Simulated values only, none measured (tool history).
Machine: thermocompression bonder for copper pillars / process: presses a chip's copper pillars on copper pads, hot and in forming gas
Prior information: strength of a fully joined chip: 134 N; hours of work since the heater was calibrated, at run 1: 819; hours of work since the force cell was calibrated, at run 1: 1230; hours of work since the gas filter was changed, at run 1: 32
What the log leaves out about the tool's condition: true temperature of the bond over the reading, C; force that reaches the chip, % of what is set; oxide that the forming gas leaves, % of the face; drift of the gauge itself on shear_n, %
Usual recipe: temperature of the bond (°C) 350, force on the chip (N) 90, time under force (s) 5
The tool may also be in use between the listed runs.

run	hour	temperature of the bond (°C)	force on the chip (N)	time under force (s)	hours of work since the heater was calibrated	hours of work since the force cell was calibrated	hours of work since the gas filter was changed	force that shears a chip off (N)
1	0.0	350	90	5	819	1230	32	93.7
2	41.6	350	90	3	842	1254	56	80.7
# hour 62.7: force cell calibrated
3	120.0	355	90	5	886	32	100	94.2
4	202.2	350	90	5	932	79	146	90.9
5	260.0	350	90	5	965	112	179	91.1
6	330.7	343	90	5	1005	152	219	86.8
7	419.6	350	90	7	1056	202	269	97.6
8	491.4	350	90	7	1096	243	310	97.5
9	556.2	350	111	7	1133	280	347	106.9
10	594.0	350	111	7	1155	301	368	107.3
11	684.0	350	111	7	1206	352	419	106.9
12	741.2	351	90	7	1238	385	452	96.3
# hour 809.2: forming gas filter changed
13	829.7	351	55	8	1288	435	12	76.8
14	906.0	377	62	5	1331	478	55	87.8
15	982.0	337	74	5	1374	521	98	74.0
16	1045.0	362	58	13	1410	557	134	97.3
17	1082.5	362	58	13	1431	578	155	97.1

Each row is a separate what-if for the run after 17, all from the same tool condition, not one after another. Results?
A	1146.3	352	58	13	1467	614	191	?
B	1146.3	332	84	5	1467	614	191	?
C	1146.3	362	74	13	1467	614	191	?
D	1146.3	322	58	13	1467	614	191	?
E	1146.3	350	90	5	1467	614	191	?

run	force that shears a chip off (N)
A	90.9
B	78.3
C	109.6
D	72.5
E	93.3
The same runs, with their run-to-run variation unchanged, on a tool lacking any hidden condition would have given:
run	force that shears a chip off (N)
A	86.1
B	72.9
C	106.7
D	66.9
E	88.6
